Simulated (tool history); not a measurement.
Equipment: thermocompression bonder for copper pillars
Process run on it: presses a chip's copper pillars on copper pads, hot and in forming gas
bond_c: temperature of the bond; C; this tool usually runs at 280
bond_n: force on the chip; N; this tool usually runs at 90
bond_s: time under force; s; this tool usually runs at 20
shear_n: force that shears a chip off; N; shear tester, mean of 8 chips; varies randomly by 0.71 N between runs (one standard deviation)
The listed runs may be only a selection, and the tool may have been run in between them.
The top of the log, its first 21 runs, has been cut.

run 22 hour=125.9 | bond_c=280 bond_n=125 bond_s=20 | shear_n=56.4
run 23 hour=130.5 | bond_c=264 bond_n=89 bond_s=20 | shear_n=35.7
run 24 hour=136.0 | bond_c=285 bond_n=57 bond_s=34 | shear_n=49.0
run 25 hour=143.4 | bond_c=280 bond_n=60 bond_s=12 | shear_n=31.9
run 26 hour=152.0 | bond_c=280 bond_n=60 bond_s=12 | shear_n=30.6
run 27 hour=159.8 | bond_c=268 bond_n=66 bond_s=12 | shear_n=26.6
run 28 hour=166.9 | bond_c=299 bond_n=90 bond_s=20 | shear_n=61.9
run 29 hour=172.8 | bond_c=258 bond_n=85 bond_s=14 | shear_n=26.9
run 30 hour=179.6 | bond_c=280 bond_n=108 bond_s=16 | shear_n=48.0
run 31 hour=183.9 | bond_c=280 bond_n=108 bond_s=16 | shear_n=48.4
run 32 hour=192.6 | bond_c=284 bond_n=112 bond_s=35 | shear_n=67.9
run 33 hour=201.0 | bond_c=277 bond_n=118 bond_s=37 | shear_n=63.9
run 34 hour=206.6 | bond_c=293 bond_n=92 bond_s=32 | shear_n=66.7
run 35 hour=212.5 | bond_c=271 bond_n=119 bond_s=26 | shear_n=51.6
run 36 hour=216.6 | bond_c=271 bond_n=119 bond_s=26 | shear_n=50.4
run 37 hour=220.9 | bond_c=282 bond_n=132 bond_s=12 | shear_n=48.8
run 38 hour=229.0 | bond_c=282 bond_n=76 bond_s=12 | shear_n=34.8
run 39 hour=237.5 | bond_c=268 bond_n=90 bond_s=18 | shear_n=36.2

What if the next run were any one of these 3? Each begins from the tool's condition after run 39:
run A hour=241.9 | bond_c=267 bond_n=67 bond_s=20 | shear_n=?
run B hour=241.9 | bond_c=302 bond_n=99 bond_s=20 | shear_n=?
run C hour=241.9 | bond_c=307 bond_n=84 bond_s=51 | shear_n=?

run=A shear_n=30.4
run=B shear_n=64.9
run=C shear_n=85.0
Take away the tool's hidden state, keep each run's random variation, and the runs would have read:
run=A shear_n=33.3
run=B shear_n=71.2
run=C shear_n=93.5
